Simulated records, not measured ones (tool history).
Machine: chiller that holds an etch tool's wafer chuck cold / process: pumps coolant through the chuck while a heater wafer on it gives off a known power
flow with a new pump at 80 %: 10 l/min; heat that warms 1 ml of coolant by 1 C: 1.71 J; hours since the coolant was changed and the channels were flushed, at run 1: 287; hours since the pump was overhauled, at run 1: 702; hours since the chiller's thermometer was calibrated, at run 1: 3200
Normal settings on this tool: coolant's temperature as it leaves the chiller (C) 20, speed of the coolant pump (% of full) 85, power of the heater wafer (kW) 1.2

run,hour,coolant's temperature as it leaves the chiller (C),speed of the coolant pump (% of full),power of the heater wafer (kW),hours since the coolant was changed and the channels were flushed,hours since the pump was overhauled,hours since the chiller's thermometer was calibrated,chuck's temperature once it has settled (K),how much warmer the coolant comes back (C)
1,0,20,85,1.2,287,702,3200,301.65,3.97
2,92.1,20,85,1.2,379,794,3292,301.55,3.92
3,240.1,20,85,1.2,527,942,3440,301.75,3.95
4,349,20,85,1.2,636,1051,3549,301.65,3.97
5,442.5,20,85,1.2,729,1145,3643,301.75,3.98
6,589.8,20,85,1.2,877,1292,3790,301.75,3.97
7,698.7,20,85,1.2,986,1401,3899,301.85,3.97
8,801.3,20,85,0.722,1088,1503,4002,298.65,2.38
# hour 813.4: coolant pump overhauled
9,905.9,20,85,0.722,1188,93,4101,298.65,2.39
10,980.5,20,80,1.2,1262,167,4176,302.25,4.25
11,1110.7,20,65,1.2,1393,297,4306,303.95,5.4
12,1267,17,83,1.2,1549,454,4462,299.25,4.1
13,1419.1,17,83,1.2,1701,606,4614,299.25,4.11
# hour 1494.4: coolant pump overhauled, once more
14,1544,13,61,1.2,1821,50,4734,297.45,5.74
15,1631.1,14,61,1.41,1908,137,4821,300.35,6.76
16,1719.8,20,96,1.2,1997,225,4910,301.35,3.41
17,1880.4,20,96,1.2,2157,386,5071,301.35,3.44

Measured result minus the same run's result without the hidden state. Both carry the same run-to-run variation, though not necessarily the same gauge scatter:
What the log doesn't record here: heat passed by the chuck's channels, % of clean ones'; flow at a given pump speed, % of a new pump's; coolant's true temperature over the reading, C; drift of the gauge itself on chuck_c, C; drift of the gauge itself on warmer_back_c, C.
run,chuck's temperature once it has settled (K),how much warmer the coolant comes back (C)
1,+0.6,+0.02
2,+0.6,+0.02
3,+0.7,+0.03
4,+0.7,+0.03
5,+0.8,+0.04
6,+0.8,+0.04
7,+0.8,+0.05
8,+0.8,+0.03
9,+0.9,+0.03
10,+1,+0.07
11,+1.1,+0.09
12,+1.1,+0.08
13,+1.2,+0.08
14,+1.1,+0.01
15,+1.2,+0.02
16,+1.1,+0.01
17,+1.2,+0.02
